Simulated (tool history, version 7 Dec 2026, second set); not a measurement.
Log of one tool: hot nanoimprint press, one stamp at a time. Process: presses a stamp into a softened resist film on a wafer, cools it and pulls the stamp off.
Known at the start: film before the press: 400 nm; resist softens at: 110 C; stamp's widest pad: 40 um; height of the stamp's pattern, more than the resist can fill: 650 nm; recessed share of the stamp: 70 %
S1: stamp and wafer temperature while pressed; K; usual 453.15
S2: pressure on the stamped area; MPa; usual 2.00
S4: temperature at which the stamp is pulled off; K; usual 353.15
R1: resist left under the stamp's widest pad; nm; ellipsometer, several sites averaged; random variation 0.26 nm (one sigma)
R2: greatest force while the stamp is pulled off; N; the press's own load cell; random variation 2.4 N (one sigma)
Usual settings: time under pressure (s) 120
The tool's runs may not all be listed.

{"run": 1, "day": 0.0, "S1": 453.15, "S2": 2.0, "time under pressure (s)": 120, "S4": 353.15, "R1": 153.5, "R2": 103}
{"run": 2, "day": 1.592, "S1": 448.15, "S2": 2.0, "time under pressure (s)": 120, "S4": 353.15, "R1": 180.1, "R2": 111}
{"run": 3, "day": 4.992, "S1": 453.15, "S2": 2.0, "time under pressure (s)": 120, "S4": 353.15, "R1": 152.5, "R2": 118}
{"run": 4, "day": 8.312, "S1": 453.15, "S2": 2.0, "time under pressure (s)": 120, "S4": 353.15, "R1": 153.0, "R2": 130}
{"run": 5, "day": 11.142, "S1": 453.15, "S2": 2.0, "time under pressure (s)": 120, "S4": 353.15, "R1": 152.2, "R2": 134}
{"run": 6, "day": 14.117, "S1": 453.15, "S2": 2.0, "time under pressure (s)": 120, "S4": 353.15, "R1": 151.4, "R2": 141}
{"day": 15.088, "done": "plate thermocouple calibrated"}
{"run": 7, "day": 17.392, "S1": 453.15, "S2": 2.0, "time under pressure (s)": 120, "S4": 353.15, "R1": 150.5, "R2": 146}
{"day": 18.0, "done": "stamp cleaned and given a new release coat"}
{"run": 8, "day": 20.646, "S1": 453.15, "S2": 2.0, "time under pressure (s)": 120, "S4": 353.15, "R1": 149.7, "R2": 109}
{"run": 9, "day": 22.767, "S1": 454.15, "S2": 2.0, "time under pressure (s)": 120, "S4": 353.15, "R1": 144.6, "R2": 119}
{"run": 10, "day": 24.579, "S1": 454.15, "S2": 2.0, "time under pressure (s)": 120, "S4": 353.15, "R1": 144.7, "R2": 122}
{"run": 11, "day": 26.079, "S1": 453.15, "S2": 2.0, "time under pressure (s)": 179, "S4": 353.15, "R1": 127.1, "R2": 120}
{"run": 12, "day": 29.192, "S1": 453.15, "S2": 2.0, "time under pressure (s)": 179, "S4": 353.15, "R1": 126.7, "R2": 127}
{"run": 13, "day": 32.183, "S1": 459.15, "S2": 2.0, "time under pressure (s)": 179, "S4": 353.15, "R1": 104.4, "R2": 133}
{"run": 14, "day": 33.946, "S1": 453.15, "S2": 1.44, "time under pressure (s)": 232, "S4": 353.15, "R1": 133.5, "R2": 143}
{"day": 36.408, "done": "stamp cleaned and given a new release coat"}
{"day": 36.771, "done": "plate thermocouple calibrated, once more"}
{"run": 15, "day": 37.875, "S1": 457.15, "S2": 1.47, "time under pressure (s)": 232, "S4": 355.15, "R1": 122.1, "R2": 106}
{"run": 16, "day": 41.0, "S1": 463.15, "S2": 2.1, "time under pressure (s)": 187, "S4": 355.15, "R1": 92.5, "R2": 111}
{"run": 17, "day": 43.021, "S1": 463.15, "S2": 2.1, "time under pressure (s)": 187, "S4": 355.15, "R1": 92.4, "R2": 114}
{"run": 18, "day": 45.658, "S1": 442.15, "S2": 2.05, "time under pressure (s)": 152, "S4": 353.15, "R1": 203.6, "R2": 130}
{"run": 19, "day": 49.071, "S1": 442.15, "S2": 2.05, "time under pressure (s)": 75, "S4": 359.15, "R1": 254.4, "R2": 112}
{"run": 20, "day": 52.633, "S1": 442.15, "S2": 1.76, "time under pressure (s)": 76, "S4": 341.15, "R1": 265.0, "R2": 201}
{"run": 21, "day": 54.462, "S1": 464.15, "S2": 2.15, "time under pressure (s)": 110, "S4": 355.15, "R1": 110.1, "R2": 144}
{"day": 55.025, "done": "stamp cleaned and given a new release coat"}
{"run": 22, "day": 57.017, "S1": 447.15, "S2": 2.0, "time under pressure (s)": 94, "S4": 353.15, "R1": 203.7, "R2": 112}
{"run": 23, "day": 59.038, "S1": 447.15, "S2": 2.0, "time under pressure (s)": 76, "S4": 344.15, "R1": 218.3, "R2": 150}
{"run": 24, "day": 60.742, "S1": 456.15, "S2": 2.0, "time under pressure (s)": 120, "S4": 353.15, "R1": 139.2, "R2": 117}

5 ways to go on from here, each from the tool as it stands after run 24. What would each give?
{"run": "A", "day": 63.858, "S1": 456.15, "S2": 2.0, "time under pressure (s)": 120, "S4": 342.15, "R1": "?", "R2": "?"}
{"run": "B", "day": 63.858, "S1": 456.15, "S2": 2.0, "time under pressure (s)": 222, "S4": 355.15, "R1": "?", "R2": "?"}
{"run": "C", "day": 63.858, "S1": 447.15, "S2": 1.54, "time under pressure (s)": 77, "S4": 353.15, "R1": "?", "R2": "?"}
{"run": "D", "day": 63.858, "S1": 454.15, "S2": 1.51, "time under pressure (s)": 72, "S4": 353.15, "R1": "?", "R2": "?"}
{"run": "E", "day": 63.858, "S1": 453.15, "S2": 1.74, "time under pressure (s)": 120, "S4": 353.15, "R1": "?", "R2": "?"}

run=A R1=139.3 R2=171
run=B R1=107.6 R2=117
run=C R1=239.9 R2=125
run=D R1=203.7 R2=128
run=E R1=163.1 R2=121
Without the tool's hidden state the same runs would have given:
run=A R1=140.6 R2=147
run=B R1=108.7 R2=102
run=C R1=243.9 R2=108
run=D R1=206.8 R2=112
run=E R1=165.4 R2=105

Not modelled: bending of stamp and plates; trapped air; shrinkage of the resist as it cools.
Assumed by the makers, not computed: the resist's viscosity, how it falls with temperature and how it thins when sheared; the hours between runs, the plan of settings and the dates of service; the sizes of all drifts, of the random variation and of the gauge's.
